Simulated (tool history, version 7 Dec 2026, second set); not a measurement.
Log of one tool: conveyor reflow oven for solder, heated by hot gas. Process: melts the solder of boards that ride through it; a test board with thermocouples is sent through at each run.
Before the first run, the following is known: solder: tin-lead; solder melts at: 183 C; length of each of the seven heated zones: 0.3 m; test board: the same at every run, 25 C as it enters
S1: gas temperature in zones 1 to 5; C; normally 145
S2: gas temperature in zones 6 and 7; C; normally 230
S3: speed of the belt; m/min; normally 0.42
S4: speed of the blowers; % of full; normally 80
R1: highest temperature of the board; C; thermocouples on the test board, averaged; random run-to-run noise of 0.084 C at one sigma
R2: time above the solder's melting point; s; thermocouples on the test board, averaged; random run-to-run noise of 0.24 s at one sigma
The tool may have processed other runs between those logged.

run 1 hour=0 | S1=145 S2=230 S3=0.42 S4=80 | R1=216.53 R2=67.4
run 2 hour=10.9 | S1=145 S2=230 S3=0.42 S4=80 | R1=216.6 R2=67.6
run 3 hour=26.1 | S1=145 S2=230 S3=0.42 S4=80 | R1=216.46 R2=67.3
run 4 hour=48.6 | S1=145 S2=230 S3=0.42 S4=85 | R1=217.14 R2=68.5
run 5 hour=71.9 | S1=145 S2=230 S3=0.42 S4=80 | R1=216.37 R2=67.2
run 6 hour=89.1 | S1=145 S2=230 S3=0.42 S4=80 | R1=216.23 R2=67.5
-- hour=102.5 flux residue cleaned out of gas plates and filters
run 7 hour=114.1 | S1=145 S2=230 S3=0.42 S4=80 | R1=215.31 R2=66.3
run 8 hour=133.9 | S1=145 S2=230 S3=0.42 S4=80 | R1=215.25 R2=66.2
run 9 hour=155.2 | S1=145 S2=230 S3=0.42 S4=80 | R1=214.94 R2=66.5
run 10 hour=167.9 | S1=145 S2=230 S3=0.42 S4=80 | R1=214.94 R2=66
run 11 hour=182 | S1=145 S2=230 S3=0.42 S4=80 | R1=214.83 R2=65.9
run 12 hour=200.7 | S1=145 S2=230 S3=0.42 S4=80 | R1=214.98 R2=65.5
run 13 hour=218.8 | S1=145 S2=231 S3=0.42 S4=80 | R1=215.75 R2=66.8
-- hour=226.5 flux residue cleaned out of gas plates and filters, once more
run 14 hour=244.7 | S1=145 S2=231 S3=0.42 S4=80 | R1=218.9 R2=69.8
run 15 hour=258.9 | S1=145 S2=231 S3=0.42 S4=80 | R1=218.68 R2=70.1
run 16 hour=271.5 | S1=145 S2=230 S3=0.496 S4=67 | R1=209.98 R2=50.1
-- hour=276.2 thermocouples of zones 6 and 7 changed
run 17 hour=292.2 | S1=148 S2=241 S3=0.42 S4=72 | R1=225.17 R2=75.8
run 18 hour=311.1 | S1=148 S2=241 S3=0.43 S4=72 | R1=224.34 R2=73
run 19 hour=334 | S1=145 S2=230 S3=0.352 S4=57 | R1=216.64 R2=81.7
run 20 hour=346.7 | S1=145 S2=230 S3=0.352 S4=57 | R1=216.72 R2=81.5
run 21 hour=357.6 | S1=146 S2=229 S3=0.352 S4=76 | R1=219.2 R2=85.8
run 22 hour=374.6 | S1=153 S2=231 S3=0.443 S4=76 | R1=216.34 R2=68.2
run 23 hour=397.2 | S1=132 S2=230 S3=0.42 S4=86 | R1=215.07 R2=61.8
run 24 hour=407.8 | S1=132 S2=230 S3=0.42 S4=86 | R1=215.2 R2=62.1
run 25 hour=422.9 | S1=145 S2=230 S3=0.426 S4=80 | R1=215.91 R2=66.7
run 26 hour=447 | S1=145 S2=230 S3=0.36 S4=80 | R1=219.89 R2=83.6
run 27 hour=460.4 | S1=145 S2=230 S3=0.414 S4=80 | R1=216.58 R2=69.6
run 28 hour=473.2 | S1=145 S2=230 S3=0.414 S4=80 | R1=216.58 R2=69.3
run 29 hour=491.7 | S1=153 S2=230 S3=0.349 S4=80 | R1=221.36 R2=92.6

4 options for the next run, each taken on its own from the tool as it stands now. Forecast them:
run A hour=509 | S1=145 S2=244 S3=0.42 S4=80 | R1=? R2=?
run B hour=509 | S1=158 S2=230 S3=0.42 S4=83 | R1=? R2=?
run C hour=509 | S1=151 S2=244 S3=0.349 S4=53 | R1=? R2=?
run D hour=509 | S1=153 S2=230 S3=0.349 S4=81 | R1=? R2=?

run=A R1=228.22 R2=76.6
run=B R1=218.52 R2=76.6
run=C R1=229.19 R2=96.4
run=D R1=221.6 R2=92.2
Had the tool no hidden state, the same runs would have come out as:
run=A R1=229.3 R2=75.7
run=B R1=219.42 R2=75.8
run=C R1=229.79 R2=94.8
run=D R1=222.38 R2=91
